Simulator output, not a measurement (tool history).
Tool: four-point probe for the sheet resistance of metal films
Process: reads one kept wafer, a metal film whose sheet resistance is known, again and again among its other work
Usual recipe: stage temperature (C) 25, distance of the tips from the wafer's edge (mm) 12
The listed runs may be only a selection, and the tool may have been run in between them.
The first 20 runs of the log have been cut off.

| run | hour | stage temperature (C) | distance of the tips from the wafer's edge (mm) | sheet resistance as the instrument gives it (ohm/square) |
|---|---|---|---|---|
| 21 | 366.9 | 25 | 62 | 12.061995 |
| 22 | 380.2 | 21 | 4 | 12.68513 |
| 23 | 390.2 | 19 | 7 | 12.277159 |
| 24 | 405.1 | 32 | 10 | 12.159743 |
| 25 | 421.7 | 26 | 51 | 12.066647 |
| 26 | 437 | 18 | 68 | 12.062948 |
| 27 | 451.3 | 21 | 22 | 12.083715 |
| 28 | 472.2 | 23 | 10 | 12.162593 |
|  | 495.5 | stage's thermometer calibrated |
| 29 | 497.6 | 27 | 4 | 12.661815 |
| 30 | 516.9 | 27 | 4 | 12.665824 |
| 31 | 538.9 | 25 | 45 | 12.050243 |
| 32 | 553.6 | 29 | 5 | 12.449715 |

Each row is a separate what-if for the run after 32, all from the same tool condition, not one after another. Results?
| A | 577.3 | 24 | 12 | ? |
| B | 577.3 | 24 | 9 | ? |
| C | 577.3 | 19 | 11 | ? |
| D | 577.3 | 28 | 4 | ? |
| E | 577.3 | 31 | 5 | ? |

| run | sheet resistance as the instrument gives it (ohm/square) |
|---|---|
| A | 12.118099 |
| B | 12.174981 |
| C | 12.130729 |
| D | 12.663343 |
| E | 12.445592 |
With no hidden state in the tool, these same runs would have given:
| run | sheet resistance as the instrument gives it (ohm/square) |
|---|---|
| A | 12.154395 |
| B | 12.211434 |
| C | 12.167028 |
| D | 12.701147 |
| E | 12.482824 |

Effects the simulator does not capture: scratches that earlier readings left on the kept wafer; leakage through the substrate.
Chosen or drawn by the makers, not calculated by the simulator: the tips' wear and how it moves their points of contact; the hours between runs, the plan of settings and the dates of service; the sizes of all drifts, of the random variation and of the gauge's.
